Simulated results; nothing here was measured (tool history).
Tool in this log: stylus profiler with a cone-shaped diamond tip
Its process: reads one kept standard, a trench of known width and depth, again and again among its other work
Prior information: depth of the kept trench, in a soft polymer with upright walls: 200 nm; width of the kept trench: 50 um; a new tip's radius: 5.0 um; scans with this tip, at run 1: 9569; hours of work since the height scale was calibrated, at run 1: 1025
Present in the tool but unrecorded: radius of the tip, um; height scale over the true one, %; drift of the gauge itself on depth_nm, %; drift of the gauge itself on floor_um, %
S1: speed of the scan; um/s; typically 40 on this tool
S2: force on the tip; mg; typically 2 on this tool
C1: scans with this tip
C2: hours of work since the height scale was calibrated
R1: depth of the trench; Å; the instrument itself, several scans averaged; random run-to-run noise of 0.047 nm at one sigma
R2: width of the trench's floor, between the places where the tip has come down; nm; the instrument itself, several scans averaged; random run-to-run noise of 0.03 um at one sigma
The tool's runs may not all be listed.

run,hour,S1,S2,C1,C2,R1,R2
1,0,40,2,9569,1025,2022.2,46990
2,47.1,40,2,9848,1055,2021.3,46990
3,70.2,40,2,9985,1069,2020.9,47000
4,109.1,40,2,10215,1094,2021.3,46990
5,157.7,40,2,10502,1125,2021.6,47040
6,196.2,40,2,10731,1149,2020.8,47020
7,244.7,40,2,11017,1180,2021.5,47050
8,283.9,40,2,11250,1205,2021.2,46980
9,320.1,40,2.38,11463,1228,2024,47000
10,356.1,40,0.82,11677,1250,2012,46930
11,402.2,40,1.14,11950,1280,2014.6,46980
12,424.1,29,1.14,12079,1294,2014.5,47060
13,474.7,29,1.14,12378,1326,2014.4,46990
14,504.3,29,1.14,12554,1344,2014.6,47050
15,529.1,67,1.14,12701,1360,2014.9,46860
16,562.6,40,2,12899,1381,2021.2,47030
17,600.1,40,2,13121,1405,2021.1,47050
18,634.4,40,2,13324,1427,2021.7,46980
19,664.1,75,1.33,13500,1446,2016.1,46800
20,700.9,27,0.8,13717,1469,2011.9,47000
# hour 732.7: height scale calibrated on a step standard
21,733.1,105,3.06,13905,0,2029.4,46890
22,754.8,129,3.06,14033,14,2028.4,46770
23,777.9,129,3.06,14170,29,2028.8,46770
24,819.5,62,2,14417,55,2021.8,46920
25,864,15,2.66,14680,83,2026.2,47160
26,908.6,15,2.66,14944,112,2025.5,47160
27,952.4,15,2.66,15203,139,2026.7,47150
28,982.9,15,2.66,15383,159,2025.7,47110
29,1024.6,19,3.69,15630,185,2032.9,47130
30,1056.1,31,4.98,15816,205,2039.7,47110
31,1082.6,101,2.88,15973,222,2029.4,46810
32,1126.3,159,1.08,16232,250,2014.8,46360
33,1166.2,17,2,16468,275,2021.1,47160
34,1214.6,17,2,16755,305,2022.1,47040

Consider 5 possible next runs. They are alternatives, not a sequence: every one starts from the tool as it was left by run 34. What does each give?
A,1245.8,151,1.77,16939,325,?,?
B,1245.8,31,2,16939,325,?,?
C,1245.8,40,3.15,16939,325,?,?
D,1245.8,26,2.37,16939,325,?,?
E,1245.8,17,0.67,16939,325,?,?

run,R1,R2
A,2020.5,46530
B,2022.2,47010
C,2028.9,47050
D,2024.3,47110
E,2011.2,47070
With no hidden state in the tool, these same runs would have given:
run,R1,R2
A,2020.5,46560
B,2022.3,47030
C,2028.9,47070
D,2024.3,47130
E,2011.2,47090
